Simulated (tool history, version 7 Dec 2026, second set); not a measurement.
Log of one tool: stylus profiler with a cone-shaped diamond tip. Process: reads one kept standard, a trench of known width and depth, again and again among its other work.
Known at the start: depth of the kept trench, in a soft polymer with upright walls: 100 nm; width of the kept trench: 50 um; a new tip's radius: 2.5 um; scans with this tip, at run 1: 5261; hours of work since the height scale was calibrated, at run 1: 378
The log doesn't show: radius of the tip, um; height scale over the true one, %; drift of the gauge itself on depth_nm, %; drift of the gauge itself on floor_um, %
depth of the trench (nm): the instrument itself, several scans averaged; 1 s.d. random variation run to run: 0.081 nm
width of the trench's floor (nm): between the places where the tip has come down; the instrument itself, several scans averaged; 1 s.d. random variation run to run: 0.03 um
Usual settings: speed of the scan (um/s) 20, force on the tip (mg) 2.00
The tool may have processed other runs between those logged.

| run | hour | speed of the scan (um/s) | force on the tip (mg) | scans with this tip | hours of work since the height scale was calibrated | depth of the trench (nm) | width of the trench's floor (nm) |
|---|---|---|---|---|---|---|---|
| 1 | 0.0 | 20 | 2.00 | 5261 | 378 | 100.90 | 48320 |
| 2 | 116.3 | 20 | 2.00 | 6054 | 435 | 100.85 | 48290 |
| 3 | 222.6 | 20 | 2.62 | 6780 | 487 | 101.20 | 48330 |
| 4 | 329.3 | 20 | 2.00 | 7507 | 539 | 100.90 | 48250 |
| 5 | 414.6 | 20 | 2.00 | 8089 | 581 | 100.84 | 48290 |
| 6 | 497.5 | 20 | 2.00 | 8655 | 621 | 100.89 | 48240 |
| 7 | 620.4 | 57 | 2.00 | 9493 | 681 | 100.80 | 48000 |
| 8 | 718.4 | 59 | 2.00 | 10161 | 729 | 100.90 | 47950 |
| 9 | 841.9 | 59 | 2.00 | 11004 | 790 | 100.77 | 47950 |
|  | 852.7 | height scale calibrated on a step standard |
| 10 | 895.1 | 59 | 2.00 | 11363 | 21 | 100.70 | 48000 |
| 11 | 1008.1 | 13 | 2.00 | 12134 | 76 | 100.67 | 48180 |
| 12 | 1068.8 | 13 | 2.00 | 12548 | 106 | 100.73 | 48150 |
| 13 | 1141.6 | 57 | 2.00 | 13045 | 141 | 100.50 | 47930 |
|  | 1174.9 | height scale calibrated on a step standard, once more |
| 14 | 1238.6 | 57 | 2.00 | 13703 | 31 | 101.04 | 47820 |
| 15 | 1350.3 | 57 | 2.00 | 14465 | 86 | 101.06 | 47850 |
| 16 | 1407.2 | 57 | 2.00 | 14853 | 114 | 101.10 | 47830 |
| 17 | 1467.1 | 20 | 0.88 | 15261 | 143 | 100.61 | 47950 |
| 18 | 1526.0 | 34 | 2.00 | 15663 | 172 | 101.07 | 47930 |
| 19 | 1615.8 | 33 | 2.04 | 16276 | 216 | 101.15 | 47900 |
| 20 | 1713.8 | 33 | 2.04 | 16944 | 264 | 100.80 | 47910 |
| 21 | 1834.9 | 32 | 1.86 | 17770 | 323 | 100.81 | 47880 |
| 22 | 1929.1 | 32 | 1.86 | 18413 | 369 | 100.85 | 47870 |
| 23 | 1992.3 | 28 | 3.32 | 18844 | 400 | 101.42 | 47890 |
| 24 | 2051.6 | 19 | 5.36 | 19248 | 429 | 101.85 | 47930 |
| 25 | 2124.0 | 19 | 5.36 | 19743 | 465 | 101.86 | 47880 |
| 26 | 2219.9 | 19 | 5.36 | 20396 | 512 | 101.91 | 47910 |
| 27 | 2280.9 | 11 | 2.71 | 20813 | 542 | 101.18 | 47910 |

What will run 28 give?
| 28 | 2332.7 | 11 | 2.71 | 21166 | 567 | ? | ? |

depth of the trench (nm): 101.14
width of the trench's floor (nm): 47940
With the hidden condition absent and the run-to-run variation left alone, this run would have shown depth of the trench (nm) 101.20, width of the trench's floor (nm) 48610.
